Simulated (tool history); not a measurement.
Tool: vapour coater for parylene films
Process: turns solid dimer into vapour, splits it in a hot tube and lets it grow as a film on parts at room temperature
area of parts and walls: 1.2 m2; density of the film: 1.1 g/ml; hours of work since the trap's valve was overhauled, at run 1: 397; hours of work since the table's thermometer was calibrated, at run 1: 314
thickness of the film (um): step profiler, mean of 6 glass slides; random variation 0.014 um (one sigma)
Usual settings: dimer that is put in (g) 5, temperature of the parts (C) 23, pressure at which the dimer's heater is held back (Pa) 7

| run | day | dimer that is put in (g) | temperature of the parts (C) | pressure at which the dimer's heater is held back (Pa) | hours of work since the trap's valve was overhauled | hours of work since the table's thermometer was calibrated | thickness of the film (um) |
|---|---|---|---|---|---|---|---|
| 1 | 0 | 5 | 23 | 7 | 397 | 314 | 1.66 |
| 2 | 1.479 | 2 | 23 | 7 | 423 | 341 | 0.67 |
| 3 | 2.908 | 5 | 23 | 7.47 | 449 | 366 | 1.63 |
| 4 | 4.508 | 5 | 23 | 7 | 477 | 395 | 1.6 |
|  | 5.046 | trap's valve overhauled |
| 5 | 5.858 | 5 | 23 | 7 | 14 | 416 | 1.76 |
| 6 | 7.129 | 5 | 23 | 2.94 | 37 | 438 | 1.91 |
| 7 | 8.092 | 5 | 23 | 2.94 | 54 | 455 | 1.89 |
|  | 8.283 | table's thermometer calibrated |
| 8 | 9.2 | 5 | 26 | 2.94 | 73 | 16 | 1.7 |
| 9 | 9.962 | 5 | 23 | 2.66 | 87 | 30 | 1.88 |
| 10 | 11.483 | 4 | 15 | 2.35 | 114 | 57 | 2.04 |
| 11 | 12.662 | 4 | 17 | 6.5 | 135 | 78 | 1.71 |

4 ways to go on from here, each from the tool as it stands after run 11. What would each give?
| A | 13.946 | 7 | 32 | 3.73 | 158 | 101 | ? |
| B | 13.946 | 4 | 17 | 2.65 | 158 | 101 | ? |
| C | 13.946 | 4 | 18 | 3.54 | 158 | 101 | ? |
| D | 13.946 | 3 | 29 | 6.5 | 158 | 101 | ? |

| run | thickness of the film (um) |
|---|---|
| A | 1.85 |
| B | 1.85 |
| C | 1.74 |
| D | 0.83 |
Without the tool's hidden state the same runs would have given:
| run | thickness of the film (um) |
|---|---|
| A | 1.95 |
| B | 1.96 |
| C | 1.84 |
| D | 0.88 |

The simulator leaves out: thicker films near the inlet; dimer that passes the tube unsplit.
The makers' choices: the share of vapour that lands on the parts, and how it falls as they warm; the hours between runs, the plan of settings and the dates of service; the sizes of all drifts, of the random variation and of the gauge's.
